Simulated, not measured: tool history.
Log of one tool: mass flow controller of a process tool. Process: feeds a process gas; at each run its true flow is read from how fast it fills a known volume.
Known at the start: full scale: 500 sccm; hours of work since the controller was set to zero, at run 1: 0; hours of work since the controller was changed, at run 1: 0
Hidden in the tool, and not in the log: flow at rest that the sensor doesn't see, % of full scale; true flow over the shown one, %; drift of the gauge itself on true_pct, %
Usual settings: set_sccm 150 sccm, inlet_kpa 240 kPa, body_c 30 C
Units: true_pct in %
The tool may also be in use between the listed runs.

run      day  set_sccm  inlet_kpa  body_c  hours of work since the controller was set to zero  hours of work since the controller was changed  true_pct
  1    0.000       150        240      30                                                   0                                               0     98.89
  2   17.421       150        142      30                                                 263                                             263     99.21
  3   39.833       150        142      30                                                 601                                             601     99.33
  4   57.058       150        142      30                                                 861                                             861     99.23
  5   72.571       229        142      30                                                1095                                            1095     99.72
  6   90.754       229        142      30                                                1369                                            1369     99.76
  7  111.408       229        142      30                                                1681                                            1681     99.88
  8  125.450       150        240      21                                                1893                                            1893     98.65
  9  148.238       123        240      30                                                2237                                            2237     99.37
 10  169.904       123        240      30                                                2564                                            2564     99.53
 11  187.558       123        240      30                                                2830                                            2830     99.40
 12  203.050       123        240      30                                                3064                                            3064     99.48
 13  224.550       123        240      30                                                3388                                            3388     99.63
 14  236.512       150        240      30                                                3568                                            3568     99.62
 15  258.412       150        240      30                                                3899                                            3899     99.76
 16  277.796       150        240      30                                                4191                                            4191     99.90
 17  292.667       150        240      37                                                4416                                            4416    100.40
 18  305.846       150        240      30                                                4615                                            4615     99.85
 19  318.929       150        240      30                                                4812                                            4812    100.11
 20  341.575       150        240      30                                                5154                                            5154    100.09
 21  363.321       150        240      30                                                5482                                            5482    100.07
 22  383.096       150        240      31                                                5780                                            5780    100.26
 23  397.067       150        240      31                                                5991                                            5991    100.36
 24  416.788       150        240      35                                                6288                                            6288    100.65
     438.633  -- controller's zero set anew
 25  438.633       150        240      35                                                   0                                            6618    100.72
 26  459.900       322        240      22                                                 321                                            6939    100.66
 27  472.217       322        240      22                                                 507                                            7124    100.49
 28  488.367        91        173      26                                                 750                                            7368    100.11
 29  508.467        91        173      26                                                1054                                            7671    100.18
 30  531.454       150        204      22                                                1400                                            8018    100.07
 31  554.462       169        204      26                                                1748                                            8365    100.54
 32  565.792       150        273      40                                                1919                                            8536    101.47
 33  587.379        63        157      39                                                2244                                            8862    101.40
 34  598.575       150        236      27                                                2413                                            9031    100.74
 35  618.675        58        157      26                                                2716                                            9334    100.46
 36  629.000       113        157      27                                                2872                                            9490    100.84
     642.375  -- gauge calibrated
 37  642.375       146        248      36                                                3074                                            9692     99.31
 38  652.183       146        248      36                                                3222                                            9840     99.34
 39  670.762       146        248      36                                                3502                                           10120     99.41
 40  681.904       232        208      32                                                3670                                           10288     99.58
     703.025  -- controller exchanged for a calibrated one
 41  705.012       208        268      24                                                  30                                              30     98.86
 42  715.842       150        240      29                                                 193                                             193     99.10
 43  727.883       218        264      34                                                 375                                             375     99.66
 44  743.871       218        264      34                                                 616                                             616     99.81
 45  758.225       284        175      25                                                 833                                             833     99.65
 46  770.621        68        196      28                                                1020                                            1020     98.97
 47  783.000       150        223      24                                                1207                                            1207     98.97
 48  801.454        69        190      21                                                1485                                            1485     98.44
 49  823.246        61        212      30                                                1814                                            1814     99.25

Some steps in true_pct between neighbouring runs. How much of each would the tool show without its hidden state too (settings, what came in, random variation), and how much is left for the hidden state, with any gauge scatter that isn't in both results?
Run 2 -> 3: no setting changed, nothing entered. true_pct +0.12 %: hidden state +0.08, all else +0.04.
Run 7 -> 8: set_sccm 229 -> 150, inlet_kpa 142 -> 240, body_c 30 -> 21. true_pct -1.23 %: hidden state +0.05, all else -1.28.
Run 31 -> 32: set_sccm 169 -> 150, inlet_kpa 204 -> 273, body_c 26 -> 40. true_pct +0.93 %: hidden state +0.07, all else +0.86.
Run 36 -> 37: set_sccm 113 -> 146, inlet_kpa 157 -> 248, body_c 27 -> 36, gauge calibrated. true_pct -1.53 %: hidden state -2.15, all else +0.62.
Run 40 -> 41: set_sccm 232 -> 208, inlet_kpa 208 -> 268, body_c 32 -> 24, controller exchanged for a calibrated one. true_pct -0.72 %: hidden state +0.10, all else -0.82.
